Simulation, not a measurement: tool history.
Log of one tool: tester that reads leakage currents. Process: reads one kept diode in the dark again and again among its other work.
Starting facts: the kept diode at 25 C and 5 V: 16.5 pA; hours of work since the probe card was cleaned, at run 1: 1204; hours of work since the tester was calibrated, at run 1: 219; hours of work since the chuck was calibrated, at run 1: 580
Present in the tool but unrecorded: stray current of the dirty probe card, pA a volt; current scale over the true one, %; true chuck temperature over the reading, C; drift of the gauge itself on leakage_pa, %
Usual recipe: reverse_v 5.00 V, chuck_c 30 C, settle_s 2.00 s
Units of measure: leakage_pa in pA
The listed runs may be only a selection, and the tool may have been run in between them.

| run | hour | reverse_v | chuck_c | settle_s | hours of work since the probe card was cleaned | hours of work since the tester was calibrated | hours of work since the chuck was calibrated | leakage_pa |
|---|---|---|---|---|---|---|---|---|
| 1 | 0.0 | 5.00 | 30 | 2.00 | 1204 | 219 | 580 | 37.92 |
| 2 | 30.9 | 5.00 | 30 | 2.00 | 1219 | 234 | 595 | 38.02 |
| 3 | 61.5 | 5.00 | 30 | 2.00 | 1234 | 250 | 610 | 38.11 |
| 4 | 76.3 | 5.00 | 30 | 2.00 | 1241 | 257 | 617 | 38.36 |
| 5 | 103.8 | 5.00 | 30 | 2.00 | 1255 | 270 | 631 | 38.60 |
| 6 | 138.2 | 5.00 | 30 | 2.00 | 1272 | 287 | 647 | 38.68 |
| 7 | 170.2 | 5.00 | 30 | 2.00 | 1288 | 303 | 663 | 38.60 |
| 8 | 195.5 | 7.78 | 30 | 2.00 | 1300 | 315 | 676 | 50.11 |
| 9 | 227.1 | 7.78 | 30 | 2.00 | 1316 | 331 | 691 | 50.47 |
| 10 | 242.8 | 5.00 | 30 | 2.00 | 1323 | 339 | 699 | 39.10 |
| 11 | 269.4 | 5.00 | 30 | 2.00 | 1336 | 352 | 712 | 39.18 |
|  | 284.7 | probe card cleaned and baked |
| 12 | 295.9 | 5.00 | 30 | 2.00 | 5 | 363 | 723 | 27.54 |
| 13 | 329.1 | 5.00 | 21 | 2.00 | 22 | 380 | 740 | 12.83 |
| 14 | 348.8 | 5.00 | 21 | 2.00 | 31 | 389 | 749 | 12.85 |
| 15 | 379.1 | 5.00 | 21 | 2.00 | 46 | 404 | 764 | 13.02 |
| 16 | 411.8 | 5.00 | 21 | 2.00 | 62 | 420 | 780 | 13.21 |
| 17 | 435.8 | 5.00 | 21 | 2.00 | 74 | 432 | 792 | 13.11 |
| 18 | 451.8 | 5.00 | 21 | 2.00 | 82 | 440 | 800 | 13.41 |
| 19 | 475.5 | 5.00 | 21 | 2.00 | 94 | 451 | 812 | 13.48 |
| 20 | 504.8 | 5.00 | 21 | 2.00 | 108 | 466 | 826 | 13.65 |
| 21 | 520.8 | 19.72 | 22 | 4.21 | 116 | 474 | 834 | 26.30 |
| 22 | 551.1 | 1.19 | 24 | 0.86 | 131 | 489 | 849 | 10.48 |
| 23 | 579.6 | 1.19 | 24 | 0.86 | 145 | 503 | 863 | 10.52 |
| 24 | 606.9 | 9.14 | 35 | 1.17 | 158 | 516 | 876 | 55.71 |
| 25 | 630.6 | 9.14 | 35 | 1.17 | 170 | 528 | 888 | 55.86 |
| 26 | 646.9 | 9.14 | 35 | 1.17 | 178 | 536 | 896 | 55.83 |
| 27 | 677.7 | 9.14 | 35 | 1.17 | 193 | 551 | 911 | 56.09 |
| 28 | 704.9 | 18.25 | 30 | 2.81 | 206 | 564 | 924 | 49.87 |
| 29 | 723.0 | 1.08 | 41 | 3.12 | 215 | 573 | 933 | 42.81 |
| 30 | 738.0 | 2.34 | 41 | 0.30 | 223 | 580 | 941 | 57.07 |
| 31 | 758.4 | 6.84 | 24 | 4.27 | 233 | 591 | 951 | 20.86 |
| 32 | 780.1 | 6.84 | 24 | 4.27 | 243 | 601 | 961 | 21.18 |
| 33 | 812.1 | 5.00 | 49 | 2.89 | 259 | 617 | 977 | 134.49 |
| 34 | 830.4 | 1.16 | 38 | 1.65 | 268 | 626 | 986 | 34.31 |
| 35 | 864.7 | 1.45 | 30 | 8.15 | 285 | 643 | 1003 | 18.81 |
| 36 | 893.7 | 12.90 | 46 | 3.70 | 299 | 657 | 1017 | 149.53 |
| 37 | 924.1 | 1.71 | 22 | 1.14 | 314 | 672 | 1032 | 10.69 |
| 38 | 940.4 | 5.00 | 30 | 4.70 | 322 | 680 | 1040 | 30.49 |

Describe how what the log doesn't record of the tool's condition differs between the last listed run preceding each entry between runs and the first listed run following it.
Run 11 -> run 12: probe card cleaned and baked (hour 284.7)
  stray current of the dirty probe card, pA a volt: 2.369 -> 0.045; true chuck temperature over the reading, C: 0.36 -> 0.37
  measured minus no-state result, leakage_pa: +12.62 -> +1.00 pA
